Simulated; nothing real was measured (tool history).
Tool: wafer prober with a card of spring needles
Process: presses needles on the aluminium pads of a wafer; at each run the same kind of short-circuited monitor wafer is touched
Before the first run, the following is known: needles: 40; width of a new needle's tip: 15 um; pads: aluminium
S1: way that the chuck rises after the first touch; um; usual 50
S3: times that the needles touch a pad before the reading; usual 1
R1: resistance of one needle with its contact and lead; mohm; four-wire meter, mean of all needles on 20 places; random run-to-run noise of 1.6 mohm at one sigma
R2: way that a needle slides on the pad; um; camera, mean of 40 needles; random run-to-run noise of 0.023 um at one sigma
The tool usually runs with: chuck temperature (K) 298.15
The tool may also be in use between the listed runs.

{"run": 1, "hour": 0.0, "S1": 50, "chuck temperature (K)": 298.15, "S3": 1, "R1": 159, "R2": 8.26}
{"hour": 9.6, "done": "tips cleaned on abrasive film"}
{"hour": 17.3, "done": "tips cleaned on abrasive film"}
{"hour": 25.0, "done": "tips cleaned on abrasive film"}
{"hour": 33.0, "done": "height of the first contact set anew"}
{"hour": 35.0, "done": "tips cleaned on abrasive film"}
{"hour": 42.7, "done": "tips cleaned on abrasive film"}
{"hour": 52.3, "done": "tips cleaned on abrasive film"}
{"hour": 60.9, "done": "tips cleaned on abrasive film"}
{"run": 2, "hour": 60.9, "S1": 50, "chuck temperature (K)": 298.15, "S3": 1, "R1": 160, "R2": 8.55}
{"hour": 68.6, "done": "tips cleaned on abrasive film"}
{"hour": 76.3, "done": "tips cleaned on abrasive film"}
{"hour": 86.0, "done": "tips cleaned on abrasive film"}
{"hour": 93.7, "done": "tips cleaned on abrasive film"}
{"hour": 103.3, "done": "tips cleaned on abrasive film"}
{"hour": 112.9, "done": "tips cleaned on abrasive film"}
{"hour": 120.6, "done": "tips cleaned on abrasive film"}
{"hour": 128.3, "done": "tips cleaned on abrasive film"}
{"run": 3, "hour": 132.3, "S1": 50, "chuck temperature (K)": 298.15, "S3": 1, "R1": 229, "R2": 8.49}
{"hour": 136.2, "done": "tips cleaned on abrasive film"}
{"hour": 143.9, "done": "tips cleaned on abrasive film"}
{"hour": 151.6, "done": "tips cleaned on abrasive film"}
{"hour": 159.3, "done": "tips cleaned on abrasive film"}
{"hour": 169.0, "done": "tips cleaned on abrasive film"}
{"hour": 178.6, "done": "tips cleaned on abrasive film"}
{"run": 4, "hour": 185.5, "S1": 50, "chuck temperature (K)": 336.15, "S3": 1, "R1": 259, "R2": 8.43}
{"hour": 187.6, "done": "tips cleaned on abrasive film"}
{"hour": 195.3, "done": "tips cleaned on abrasive film"}
{"hour": 203.0, "done": "tips cleaned on abrasive film"}
{"hour": 210.7, "done": "tips cleaned on abrasive film"}
{"hour": 220.3, "done": "tips cleaned on abrasive film"}
{"hour": 228.0, "done": "tips cleaned on abrasive film"}
{"hour": 235.8, "done": "tips cleaned on abrasive film"}
{"hour": 245.4, "done": "tips cleaned on abrasive film"}
{"hour": 253.1, "done": "tips cleaned on abrasive film"}
{"hour": 262.7, "done": "tips cleaned on abrasive film"}
{"run": 5, "hour": 269.5, "S1": 50, "chuck temperature (K)": 336.15, "S3": 1, "R1": 265, "R2": 8.29}
{"hour": 271.5, "done": "tips cleaned on abrasive film"}
{"hour": 281.1, "done": "tips cleaned on abrasive film"}
{"hour": 290.7, "done": "tips cleaned on abrasive film"}
{"hour": 300.3, "done": "tips cleaned on abrasive film"}
{"hour": 308.1, "done": "tips cleaned on abrasive film"}
{"hour": 315.8, "done": "tips cleaned on abrasive film"}
{"hour": 325.4, "done": "tips cleaned on abrasive film"}
{"hour": 335.0, "done": "tips cleaned on abrasive film"}
{"hour": 342.7, "done": "tips cleaned on abrasive film"}
{"run": 6, "hour": 344.2, "S1": 50, "chuck temperature (K)": 336.15, "S3": 1, "R1": 201, "R2": 8.24}
{"hour": 351.9, "done": "tips cleaned on abrasive film"}
{"hour": 357.9, "done": "height of the first contact set anew"}
{"hour": 361.8, "done": "tips cleaned on abrasive film"}
{"hour": 369.6, "done": "tips cleaned on abrasive film"}
{"hour": 379.2, "done": "tips cleaned on abrasive film"}
{"hour": 386.9, "done": "tips cleaned on abrasive film"}
{"hour": 396.5, "done": "tips cleaned on abrasive film"}
{"hour": 404.2, "done": "tips cleaned on abrasive film"}
{"hour": 413.9, "done": "tips cleaned on abrasive film"}
{"hour": 423.5, "done": "tips cleaned on abrasive film"}
{"run": 7, "hour": 424.8, "S1": 50, "chuck temperature (K)": 336.15, "S3": 1, "R1": 204, "R2": 8.52}
{"hour": 432.5, "done": "tips cleaned on abrasive film"}
{"hour": 440.2, "done": "tips cleaned on abrasive film"}
{"hour": 449.8, "done": "tips cleaned on abrasive film"}
{"hour": 459.4, "done": "tips cleaned on abrasive film"}
{"hour": 467.2, "done": "tips cleaned on abrasive film"}
{"run": 8, "hour": 471.3, "S1": 50, "chuck temperature (K)": 336.15, "S3": 3, "R1": 188, "R2": 8.45}
{"hour": 475.2, "done": "tips cleaned on abrasive film"}
{"hour": 482.9, "done": "tips cleaned on abrasive film"}
{"hour": 492.6, "done": "tips cleaned on abrasive film"}
{"hour": 502.2, "done": "tips cleaned on abrasive film"}
{"hour": 509.9, "done": "tips cleaned on abrasive film"}
{"hour": 517.6, "done": "tips cleaned on abrasive film"}
{"run": 9, "hour": 521.0, "S1": 45, "chuck temperature (K)": 298.15, "S3": 1, "R1": 257, "R2": 7.55}
{"hour": 526.9, "done": "tips cleaned on abrasive film"}
{"hour": 534.6, "done": "tips cleaned on abrasive film"}
{"hour": 544.2, "done": "tips cleaned on abrasive film"}
{"hour": 551.9, "done": "tips cleaned on abrasive film"}
{"hour": 559.6, "done": "tips cleaned on abrasive film"}
{"hour": 569.2, "done": "tips cleaned on abrasive film"}
{"hour": 578.9, "done": "tips cleaned on abrasive film"}
{"run": 10, "hour": 584.0, "S1": 45, "chuck temperature (K)": 298.15, "S3": 1, "R1": 276, "R2": 7.46}
{"hour": 587.9, "done": "tips cleaned on abrasive film"}
{"hour": 597.5, "done": "tips cleaned on abrasive film"}
{"hour": 605.2, "done": "tips cleaned on abrasive film"}
{"hour": 612.9, "done": "tips cleaned on abrasive film"}
{"hour": 622.6, "done": "tips cleaned on abrasive film"}
{"hour": 632.2, "done": "tips cleaned on abrasive film"}
{"hour": 639.9, "done": "tips cleaned on abrasive film"}
{"hour": 647.6, "done": "tips cleaned on abrasive film"}
{"hour": 657.2, "done": "tips cleaned on abrasive film"}
{"run": 11, "hour": 664.2, "S1": 50, "chuck temperature (K)": 298.15, "S3": 1, "R1": 285, "R2": 8.25}
{"hour": 666.2, "done": "tips cleaned on abrasive film"}
{"hour": 673.9, "done": "tips cleaned on abrasive film"}
{"hour": 681.8, "done": "height of the first contact set anew"}
{"hour": 683.8, "done": "tips cleaned on abrasive film"}
{"hour": 691.6, "done": "tips cleaned on abrasive film"}
{"hour": 700.8, "done": "tips cleaned on abrasive film"}
{"run": 12, "hour": 700.8, "S1": 50, "chuck temperature (K)": 298.15, "S3": 1, "R1": 164, "R2": 8.57}
{"hour": 708.5, "done": "tips cleaned on abrasive film"}
{"hour": 718.1, "done": "tips cleaned on abrasive film"}
{"hour": 725.8, "done": "tips cleaned on abrasive film"}
{"hour": 733.5, "done": "tips cleaned on abrasive film"}
{"hour": 741.3, "done": "tips cleaned on abrasive film"}
{"hour": 750.9, "done": "tips cleaned on abrasive film"}
{"run": 13, "hour": 753.2, "S1": 50, "chuck temperature (K)": 298.15, "S3": 1, "R1": 214, "R2": 8.51}
{"hour": 759.0, "done": "tips cleaned on abrasive film"}
{"hour": 766.7, "done": "tips cleaned on abrasive film"}
{"hour": 774.4, "done": "tips cleaned on abrasive film"}
{"hour": 784.1, "done": "tips cleaned on abrasive film"}
{"hour": 793.7, "done": "tips cleaned on abrasive film"}
{"hour": 802.5, "done": "tips cleaned on abrasive film"}
{"run": 14, "hour": 802.5, "S1": 46, "chuck temperature (K)": 312.15, "S3": 2, "R1": 166, "R2": 7.74}
{"hour": 812.1, "done": "tips cleaned on abrasive film"}
{"hour": 819.8, "done": "tips cleaned on abrasive film"}
{"hour": 829.4, "done": "tips cleaned on abrasive film"}
{"hour": 839.1, "done": "tips cleaned on abrasive film"}
{"hour": 846.8, "done": "tips cleaned on abrasive film"}
{"hour": 856.4, "done": "tips cleaned on abrasive film"}
{"run": 15, "hour": 858.9, "S1": 49, "chuck temperature (K)": 298.15, "S3": 3, "R1": 186, "R2": 8.22}
{"hour": 864.7, "done": "tips cleaned on abrasive film"}
{"hour": 872.4, "done": "tips cleaned on abrasive film"}
{"hour": 880.1, "done": "tips cleaned on abrasive film"}
{"hour": 889.8, "done": "tips cleaned on abrasive film"}
{"hour": 897.5, "done": "tips cleaned on abrasive film"}
{"hour": 905.2, "done": "tips cleaned on abrasive film"}
{"run": 16, "hour": 909.9, "S1": 49, "chuck temperature (K)": 298.15, "S3": 3, "R1": 196, "R2": 8.15}
{"hour": 913.8, "done": "tips cleaned on abrasive film"}
{"hour": 921.5, "done": "tips cleaned on abrasive film"}
{"hour": 929.2, "done": "tips cleaned on abrasive film"}
{"hour": 938.8, "done": "tips cleaned on abrasive film"}
{"hour": 946.6, "done": "tips cleaned on abrasive film"}
{"run": 17, "hour": 950.8, "S1": 49, "chuck temperature (K)": 387.15, "S3": 3, "R1": 204, "R2": 8.08}
{"hour": 954.7, "done": "tips cleaned on abrasive film"}
{"hour": 962.4, "done": "tips cleaned on abrasive film"}
{"hour": 970.2, "done": "tips cleaned on abrasive film"}
{"hour": 977.9, "done": "tips cleaned on abrasive film"}
{"hour": 987.5, "done": "tips cleaned on abrasive film"}
{"run": 18, "hour": 994.4, "S1": 33, "chuck temperature (K)": 390.15, "S3": 2, "R1": 346, "R2": 5.28}
{"hour": 996.4, "done": "tips cleaned on abrasive film"}
{"hour": 1006.0, "done": "tips cleaned on abrasive film"}
{"hour": 1006.3, "done": "height of the first contact set anew"}
{"hour": 1015.9, "done": "tips cleaned on abrasive film"}
{"hour": 1025.6, "done": "tips cleaned on abrasive film"}
{"hour": 1033.3, "done": "tips cleaned on abrasive film"}
{"run": 19, "hour": 1034.6, "S1": 50, "chuck temperature (K)": 298.15, "S3": 2, "R1": 180, "R2": 8.59}
{"hour": 1042.3, "done": "tips cleaned on abrasive film"}
{"hour": 1051.9, "done": "tips cleaned on abrasive film"}
{"hour": 1061.5, "done": "tips cleaned on abrasive film"}
{"hour": 1069.2, "done": "tips cleaned on abrasive film"}
{"hour": 1078.9, "done": "tips cleaned on abrasive film"}
{"hour": 1086.6, "done": "tips cleaned on abrasive film"}
{"hour": 1096.2, "done": "tips cleaned on abrasive film"}
{"hour": 1103.9, "done": "tips cleaned on abrasive film"}
{"run": 20, "hour": 1109.3, "S1": 50, "chuck temperature (K)": 298.15, "S3": 2, "R1": 223, "R2": 8.49}

Expected results for the next run?
{"hour": 1113.2, "done": "tips cleaned on abrasive film"}
{"hour": 1120.9, "done": "tips cleaned on abrasive film"}
{"hour": 1130.5, "done": "tips cleaned on abrasive film"}
{"hour": 1138.3, "done": "tips cleaned on abrasive film"}
{"hour": 1147.9, "done": "tips cleaned on abrasive film"}
{"hour": 1155.6, "done": "tips cleaned on abrasive film"}
{"hour": 1163.3, "done": "tips cleaned on abrasive film"}
{"hour": 1172.9, "done": "tips cleaned on abrasive film"}
{"run": 21, "hour": 1176.8, "S1": 50, "chuck temperature (K)": 375.15, "S3": 2, "R1": "?", "R2": "?"}

Run 21 yielded R1 216 mohm, R2 8.43 um.
If the tool had no hidden condition, the same run with the same run-to-run variation would have returned R1 161 mohm, R2 8.61 um.

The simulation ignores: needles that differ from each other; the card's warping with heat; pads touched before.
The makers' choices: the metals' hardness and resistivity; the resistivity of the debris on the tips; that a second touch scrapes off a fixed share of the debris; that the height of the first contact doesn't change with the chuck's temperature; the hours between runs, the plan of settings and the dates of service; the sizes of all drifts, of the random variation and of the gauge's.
